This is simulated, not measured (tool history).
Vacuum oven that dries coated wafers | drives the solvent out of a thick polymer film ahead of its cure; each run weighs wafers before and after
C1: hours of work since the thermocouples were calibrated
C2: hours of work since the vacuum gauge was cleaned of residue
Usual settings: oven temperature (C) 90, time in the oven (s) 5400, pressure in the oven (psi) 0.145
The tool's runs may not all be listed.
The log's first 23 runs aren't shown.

run 24 hour=561.7 | oven_temperature_(C)=102 time_in_the_oven_(s)=5400 pressure_in_the_oven_(psi)=0.3 | C1=472 C2=607 | solvent_left_in_the_film_(%)=0.85
run 25 hour=591.4 | oven_temperature_(C)=90 time_in_the_oven_(s)=7620 pressure_in_the_oven_(psi)=0.258 | C1=487 C2=622 | solvent_left_in_the_film_(%)=1.18
run 26 hour=618.2 | oven_temperature_(C)=87 time_in_the_oven_(s)=7620 pressure_in_the_oven_(psi)=0.258 | C1=500 C2=635 | solvent_left_in_the_film_(%)=1.4
run 27 hour=641.1 | oven_temperature_(C)=90 time_in_the_oven_(s)=5400 pressure_in_the_oven_(psi)=0.529 | C1=512 C2=647 | solvent_left_in_the_film_(%)=2.73
run 28 hour=667.5 | oven_temperature_(C)=90 time_in_the_oven_(s)=5400 pressure_in_the_oven_(psi)=0.529 | C1=525 C2=660 | solvent_left_in_the_film_(%)=2.78
run 29 hour=681.1 | oven_temperature_(C)=90 time_in_the_oven_(s)=8160 pressure_in_the_oven_(psi)=0.468 | C1=532 C2=667 | solvent_left_in_the_film_(%)=1.82
run 30 hour=702.5 | oven_temperature_(C)=90 time_in_the_oven_(s)=5400 pressure_in_the_oven_(psi)=0.448 | C1=543 C2=678 | solvent_left_in_the_film_(%)=2.38
run 31 hour=718.5 | oven_temperature_(C)=90 time_in_the_oven_(s)=5400 pressure_in_the_oven_(psi)=0.448 | C1=551 C2=686 | solvent_left_in_the_film_(%)=2.44
run 32 hour=740.1 | oven_temperature_(C)=90 time_in_the_oven_(s)=5400 pressure_in_the_oven_(psi)=0.448 | C1=562 C2=697 | solvent_left_in_the_film_(%)=2.44
run 33 hour=754.2 | oven_temperature_(C)=90 time_in_the_oven_(s)=5400 pressure_in_the_oven_(psi)=0.448 | C1=569 C2=704 | solvent_left_in_the_film_(%)=2.33
run 34 hour=772.2 | oven_temperature_(C)=94 time_in_the_oven_(s)=5400 pressure_in_the_oven_(psi)=0.117 | C1=578 C2=713 | solvent_left_in_the_film_(%)=0.74
run 35 hour=790.4 | oven_temperature_(C)=104 time_in_the_oven_(s)=6900 pressure_in_the_oven_(psi)=0.479 | C1=587 C2=722 | solvent_left_in_the_film_(%)=1.02
run 36 hour=806.8 | oven_temperature_(C)=90 time_in_the_oven_(s)=2820 pressure_in_the_oven_(psi)=0.099 | C1=596 C2=730 | solvent_left_in_the_film_(%)=3.98
run 37 hour=824.9 | oven_temperature_(C)=79 time_in_the_oven_(s)=5400 pressure_in_the_oven_(psi)=0.145 | C1=605 C2=739 | solvent_left_in_the_film_(%)=3.98
run 38 hour=848.8 | oven_temperature_(C)=90 time_in_the_oven_(s)=5400 pressure_in_the_oven_(psi)=0.235 | C1=617 C2=751 | solvent_left_in_the_film_(%)=1.74
run 39 hour=870.2 | oven_temperature_(C)=84 time_in_the_oven_(s)=6480 pressure_in_the_oven_(psi)=0.312 | C1=628 C2=762 | solvent_left_in_the_film_(%)=2.54
run 40 hour=885.7 | oven_temperature_(C)=84 time_in_the_oven_(s)=2940 pressure_in_the_oven_(psi)=0.077 | C1=635 C2=770 | solvent_left_in_the_film_(%)=5.68
run 41 hour=908 | oven_temperature_(C)=90 time_in_the_oven_(s)=7080 pressure_in_the_oven_(psi)=0.274 | C1=647 C2=781 | solvent_left_in_the_film_(%)=1.36
run 42 hour=923.7 | oven_temperature_(C)=103 time_in_the_oven_(s)=4260 pressure_in_the_oven_(psi)=0.145 | C1=655 C2=789 | solvent_left_in_the_film_(%)=0.55
run 43 hour=938.7 | oven_temperature_(C)=93 time_in_the_oven_(s)=4260 pressure_in_the_oven_(psi)=0.538 | C1=662 C2=797 | solvent_left_in_the_film_(%)=2.67
run 44 hour=953.7 | oven_temperature_(C)=93 time_in_the_oven_(s)=4260 pressure_in_the_oven_(psi)=0.538 | C1=670 C2=804 | solvent_left_in_the_film_(%)=2.68

5 ways to go on from here, each from the tool as it stands after run 44. What would each give?
run A hour=971.5 | oven_temperature_(C)=104 time_in_the_oven_(s)=4260 pressure_in_the_oven_(psi)=0.538 | C1=679 C2=813 | solvent_left_in_the_film_(%)=?
run B hour=971.5 | oven_temperature_(C)=89 time_in_the_oven_(s)=5400 pressure_in_the_oven_(psi)=0.133 | C1=679 C2=813 | solvent_left_in_the_film_(%)=?
run C hour=971.5 | oven_temperature_(C)=98 time_in_the_oven_(s)=5400 pressure_in_the_oven_(psi)=0.145 | C1=679 C2=813 | solvent_left_in_the_film_(%)=?
run D hour=971.5 | oven_temperature_(C)=104 time_in_the_oven_(s)=3600 pressure_in_the_oven_(psi)=0.538 | C1=679 C2=813 | solvent_left_in_the_film_(%)=?
run E hour=971.5 | oven_temperature_(C)=102 time_in_the_oven_(s)=3900 pressure_in_the_oven_(psi)=0.216 | C1=679 C2=813 | solvent_left_in_the_film_(%)=?

run=A solvent_left_in_the_film_(%)=1.24
run=B solvent_left_in_the_film_(%)=1.43
run=C solvent_left_in_the_film_(%)=0.61
run=D solvent_left_in_the_film_(%)=1.47
run=E solvent_left_in_the_film_(%)=0.85
Without the tool's hidden state the same runs would have given:
run=A solvent_left_in_the_film_(%)=1.32
run=B solvent_left_in_the_film_(%)=1.61
run=C solvent_left_in_the_film_(%)=0.66
run=D solvent_left_in_the_film_(%)=1.58
run=E solvent_left_in_the_film_(%)=0.93
